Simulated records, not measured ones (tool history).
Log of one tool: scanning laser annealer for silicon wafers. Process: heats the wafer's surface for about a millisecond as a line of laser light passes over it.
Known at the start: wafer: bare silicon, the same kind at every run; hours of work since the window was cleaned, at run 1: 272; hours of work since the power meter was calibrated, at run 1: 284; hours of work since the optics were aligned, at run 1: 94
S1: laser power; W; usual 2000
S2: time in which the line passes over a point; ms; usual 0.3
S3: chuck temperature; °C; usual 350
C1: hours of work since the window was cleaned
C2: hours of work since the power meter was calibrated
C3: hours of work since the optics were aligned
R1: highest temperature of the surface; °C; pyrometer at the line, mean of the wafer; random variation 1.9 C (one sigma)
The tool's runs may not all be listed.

run   hour    S1     S2   S3   C1   C2   C3    R1
  1      0  2000    0.3  350  272  284   94  1083
  2    8.1  2000    0.3  350  276  288   98  1081
  3     16  2000    0.3  350  280  292  102  1083
  4   23.5  2000    0.3  350  284  295  106  1082
  5     35  2000  0.344  350  290  301  111  1129
  6   44.8  2000  0.344  350  295  306  116  1125
  7   51.8  2000    0.3  350  298  309  120  1082
  8   59.9  2000    0.3  350  302  313  124  1082
  9   65.7  2000    0.3  350  305  316  127  1077
 10   75.3  2000    0.3  350  310  321  132  1077
 11   84.6  2000    0.3  350  315  326  136  1078
 12   96.2  2000    0.3  350  320  332  142  1082
 13  107.1  1822    0.3  350  326  337  147  1013
 14  114.6  1822    0.3  350  330  341  151  1015
 15  125.2  1822    0.3  350  335  346  156  1015
 16  138.3  2000  0.254  350  341  353  163  1023
 17  146.8  1777    0.3  350  346  357  167   995
 18  157.8  1777    0.3  350  351  362  173   992
 19  170.4  1777    0.3  350  357  369  179   995
 20  181.3  1777    0.3  350  363  374  184   993
 21  193.7  1777    0.3  350  369  380  191   995
 22  206.8  1777    0.3  320  376  387  197   962
 23  213.3  2200  0.335  327  379  390  200  1171
 24    221  2200  0.376  310  383  394  204  1195
 25  232.9  2000  0.239  360  389  400  210  1012
     240.3  -- window over the wafer cleaned
 26  240.8  2000  0.274  334    0  403  213  1052
 27  247.3  2000  0.274  334    3  406  216  1051
 28  257.4  2000  0.274  334    8  411  221  1051
 29  267.3  2000  0.274  334   13  416  226  1050
 30  277.1  2000  0.274  334   18  421  231  1050
 31    285  1778   0.28  330   22  425  235   970
 32  293.9  1728  0.262  321   27  429  240   926
 33  300.3  1728  0.262  366   30  432  243   974
 34  312.3  2000  0.239  358   36  438  249  1027
 35  323.5  2000  0.217  321   41  444  254   965
 36  333.5  2110  0.276  350   46  449  259  1111
 37  346.9  2110  0.276  350   53  456  266  1106
 38  355.7  2124  0.297  350   58  460  270  1137
 39    368  2124  0.297  350   64  466  277  1136
 40  380.7  2124  0.297  350   70  473  283  1136
 41  394.8  2057  0.377  342   77  480  290  1190
 42  403.1  2057  0.377  342   81  484  294  1190

Measured less the same run without the tool's hidden state. The same run-to-run variation is in both; the gauge's scatter may not be:
The hidden state here: light that passes the window, % of a clean one's; laser's true power over the reading, %; width of the line over the set one, %; drift of the gauge itself on peak_c, C.
run   R1
  1  -19
  2  -19
  3  -19
  4  -20
  5  -21
  6  -22
  7  -20
  8  -21
  9  -21
 10  -22
 11  -22
 12  -22
 13  -20
 14  -21
 15  -21
 16  -22
 17  -21
 18  -22
 19  -22
 20  -23
 21  -23
 22  -23
 23  -31
 24  -33
 25  -25
 26   -2
 27   -3
 28   -3
 29   -3
 30   -3
 31   -3
 32   -4
 33   -3
 34   -4
 35   -4
 36   -6
 37   -6
 38   -7
 39   -8
 40   -8
 41   -9
 42  -10

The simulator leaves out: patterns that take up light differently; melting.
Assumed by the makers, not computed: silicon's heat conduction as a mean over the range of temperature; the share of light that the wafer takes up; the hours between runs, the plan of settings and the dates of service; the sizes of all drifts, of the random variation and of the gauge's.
